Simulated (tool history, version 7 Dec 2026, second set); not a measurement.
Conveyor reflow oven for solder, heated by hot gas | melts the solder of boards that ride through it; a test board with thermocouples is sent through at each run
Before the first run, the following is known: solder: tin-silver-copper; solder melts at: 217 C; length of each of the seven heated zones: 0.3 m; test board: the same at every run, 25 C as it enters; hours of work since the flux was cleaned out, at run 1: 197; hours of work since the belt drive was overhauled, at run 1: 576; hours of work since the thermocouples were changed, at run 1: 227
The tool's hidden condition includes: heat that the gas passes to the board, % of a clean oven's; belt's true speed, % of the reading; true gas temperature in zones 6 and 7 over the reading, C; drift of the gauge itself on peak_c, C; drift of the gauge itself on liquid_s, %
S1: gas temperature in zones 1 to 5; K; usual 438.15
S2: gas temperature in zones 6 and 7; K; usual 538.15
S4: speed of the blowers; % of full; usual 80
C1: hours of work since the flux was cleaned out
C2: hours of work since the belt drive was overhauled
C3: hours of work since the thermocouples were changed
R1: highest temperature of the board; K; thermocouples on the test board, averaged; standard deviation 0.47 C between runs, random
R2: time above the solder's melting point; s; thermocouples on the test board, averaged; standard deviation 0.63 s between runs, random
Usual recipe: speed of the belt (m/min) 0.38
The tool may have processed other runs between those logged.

{"run": 1, "hour": 0.0, "S1": 438.15, "S2": 538.15, "speed of the belt (m/min)": 0.38, "S4": 80, "C1": 197, "C2": 576, "C3": 227, "R1": 523.25, "R2": 64.8}
{"run": 2, "hour": 31.1, "S1": 438.15, "S2": 538.15, "speed of the belt (m/min)": 0.38, "S4": 80, "C1": 220, "C2": 599, "C3": 250, "R1": 522.45, "R2": 65.4}
{"run": 3, "hour": 62.8, "S1": 438.15, "S2": 538.15, "speed of the belt (m/min)": 0.404, "S4": 80, "C1": 244, "C2": 622, "C3": 274, "R1": 521.15, "R2": 59.2}
{"run": 4, "hour": 87.5, "S1": 438.15, "S2": 538.15, "speed of the belt (m/min)": 0.404, "S4": 80, "C1": 262, "C2": 641, "C3": 292, "R1": 520.55, "R2": 58.9}
{"run": 5, "hour": 114.8, "S1": 438.15, "S2": 538.15, "speed of the belt (m/min)": 0.34, "S4": 80, "C1": 283, "C2": 661, "C3": 312, "R1": 524.65, "R2": 76.4}
{"run": 6, "hour": 146.8, "S1": 438.15, "S2": 538.15, "speed of the belt (m/min)": 0.34, "S4": 80, "C1": 307, "C2": 685, "C3": 336, "R1": 525.85, "R2": 77.2}
{"run": 7, "hour": 181.1, "S1": 438.15, "S2": 538.15, "speed of the belt (m/min)": 0.38, "S4": 80, "C1": 332, "C2": 710, "C3": 362, "R1": 521.95, "R2": 63.7}
{"run": 8, "hour": 202.5, "S1": 438.15, "S2": 538.15, "speed of the belt (m/min)": 0.38, "S4": 80, "C1": 348, "C2": 726, "C3": 378, "R1": 522.65, "R2": 64.3}
{"hour": 223.3, "done": "flux residue cleaned out of gas plates and filters"}
{"run": 9, "hour": 240.2, "S1": 434.15, "S2": 538.15, "speed of the belt (m/min)": 0.38, "S4": 80, "C1": 13, "C2": 750, "C3": 402, "R1": 521.95, "R2": 63.9}
{"run": 10, "hour": 264.4, "S1": 434.15, "S2": 538.15, "speed of the belt (m/min)": 0.38, "S4": 80, "C1": 31, "C2": 768, "C3": 420, "R1": 521.95, "R2": 62.8}
{"run": 11, "hour": 300.0, "S1": 431.15, "S2": 538.15, "speed of the belt (m/min)": 0.38, "S4": 80, "C1": 57, "C2": 795, "C3": 446, "R1": 521.45, "R2": 62.6}
{"run": 12, "hour": 322.0, "S1": 431.15, "S2": 545.15, "speed of the belt (m/min)": 0.38, "S4": 80, "C1": 73, "C2": 811, "C3": 463, "R1": 528.05, "R2": 67.7}
{"run": 13, "hour": 349.3, "S1": 431.15, "S2": 545.15, "speed of the belt (m/min)": 0.38, "S4": 80, "C1": 94, "C2": 832, "C3": 483, "R1": 528.05, "R2": 67.8}
{"run": 14, "hour": 379.8, "S1": 438.15, "S2": 538.15, "speed of the belt (m/min)": 0.38, "S4": 80, "C1": 116, "C2": 854, "C3": 506, "R1": 522.55, "R2": 65}
{"run": 15, "hour": 403.6, "S1": 438.15, "S2": 538.15, "speed of the belt (m/min)": 0.402, "S4": 80, "C1": 134, "C2": 872, "C3": 523, "R1": 521.65, "R2": 57.7}
{"run": 16, "hour": 436.5, "S1": 438.15, "S2": 538.15, "speed of the belt (m/min)": 0.402, "S4": 80, "C1": 159, "C2": 896, "C3": 548, "R1": 520.65, "R2": 59.9}
{"run": 17, "hour": 473.3, "S1": 435.15, "S2": 538.15, "speed of the belt (m/min)": 0.38, "S4": 58, "C1": 186, "C2": 924, "C3": 575, "R1": 516.55, "R2": 56.3}
{"run": 18, "hour": 499.3, "S1": 448.15, "S2": 538.15, "speed of the belt (m/min)": 0.353, "S4": 80, "C1": 205, "C2": 943, "C3": 595, "R1": 526.05, "R2": 80.2}
{"run": 19, "hour": 515.2, "S1": 448.15, "S2": 538.15, "speed of the belt (m/min)": 0.353, "S4": 80, "C1": 217, "C2": 955, "C3": 606, "R1": 526.65, "R2": 78.9}
{"run": 20, "hour": 530.9, "S1": 448.15, "S2": 538.15, "speed of the belt (m/min)": 0.353, "S4": 80, "C1": 229, "C2": 967, "C3": 618, "R1": 525.95, "R2": 79}
{"run": 21, "hour": 558.3, "S1": 439.15, "S2": 538.15, "speed of the belt (m/min)": 0.383, "S4": 62, "C1": 249, "C2": 987, "C3": 638, "R1": 518.65, "R2": 59.4}
{"run": 22, "hour": 589.8, "S1": 450.15, "S2": 533.15, "speed of the belt (m/min)": 0.387, "S4": 65, "C1": 273, "C2": 1010, "C3": 662, "R1": 516.65, "R2": 61.8}
{"run": 23, "hour": 619.6, "S1": 431.15, "S2": 533.15, "speed of the belt (m/min)": 0.387, "S4": 65, "C1": 295, "C2": 1033, "C3": 684, "R1": 512.95, "R2": 50.3}
{"run": 24, "hour": 635.6, "S1": 442.15, "S2": 536.15, "speed of the belt (m/min)": 0.322, "S4": 55, "C1": 307, "C2": 1045, "C3": 696, "R1": 521.05, "R2": 77.2}
{"run": 25, "hour": 659.7, "S1": 438.15, "S2": 538.15, "speed of the belt (m/min)": 0.424, "S4": 80, "C1": 325, "C2": 1062, "C3": 714, "R1": 519.25, "R2": 53.6}
{"run": 26, "hour": 684.0, "S1": 429.15, "S2": 538.15, "speed of the belt (m/min)": 0.398, "S4": 84, "C1": 343, "C2": 1081, "C3": 732, "R1": 520.25, "R2": 56.5}
{"run": 27, "hour": 701.0, "S1": 429.15, "S2": 530.15, "speed of the belt (m/min)": 0.36, "S4": 74, "C1": 355, "C2": 1093, "C3": 745, "R1": 514.55, "R2": 57.8}
{"hour": 711.2, "done": "flux residue cleaned out of gas plates and filters"}
{"run": 28, "hour": 731.6, "S1": 435.15, "S2": 547.15, "speed of the belt (m/min)": 0.369, "S4": 77, "C1": 15, "C2": 1112, "C3": 764, "R1": 530.25, "R2": 71.9}
{"hour": 742.8, "done": "belt drive overhauled, speed set with a stopwatch"}
{"run": 29, "hour": 773.1, "S1": 438.15, "S2": 536.15, "speed of the belt (m/min)": 0.38, "S4": 80, "C1": 43, "C2": 23, "C3": 791, "R1": 520.85, "R2": 63.2}
{"run": 30, "hour": 795.3, "S1": 435.15, "S2": 542.15, "speed of the belt (m/min)": 0.397, "S4": 76, "C1": 60, "C2": 39, "C3": 808, "R1": 523.85, "R2": 61.5}
{"run": 31, "hour": 813.6, "S1": 451.15, "S2": 534.15, "speed of the belt (m/min)": 0.412, "S4": 57, "C1": 73, "C2": 53, "C3": 822, "R1": 513.25, "R2": 54.2}

Below are 4 alternative next runs, each starting from the tool's condition after run 31. Predict each:
{"run": "A", "hour": 840.2, "S1": 451.15, "S2": 534.15, "speed of the belt (m/min)": 0.397, "S4": 57, "C1": 93, "C2": 72, "C3": 841, "R1": "?", "R2": "?"}
{"run": "B", "hour": 840.2, "S1": 429.15, "S2": 538.15, "speed of the belt (m/min)": 0.38, "S4": 79, "C1": 93, "C2": 72, "C3": 841, "R1": "?", "R2": "?"}
{"run": "C", "hour": 840.2, "S1": 438.15, "S2": 538.15, "speed of the belt (m/min)": 0.38, "S4": 75, "C1": 93, "C2": 72, "C3": 841, "R1": "?", "R2": "?"}
{"run": "D", "hour": 840.2, "S1": 438.15, "S2": 542.15, "speed of the belt (m/min)": 0.423, "S4": 57, "C1": 93, "C2": 72, "C3": 841, "R1": "?", "R2": "?"}

run=A R1=515.85 R2=55.8
run=B R1=520.65 R2=59.2
run=C R1=522.35 R2=64
run=D R1=515.75 R2=49.1
With no hidden state in the tool, these same runs would have given:
run=A R1=515.75 R2=55.7
run=B R1=520.55 R2=59.2
run=C R1=522.25 R2=63.9
run=D R1=515.65 R2=49
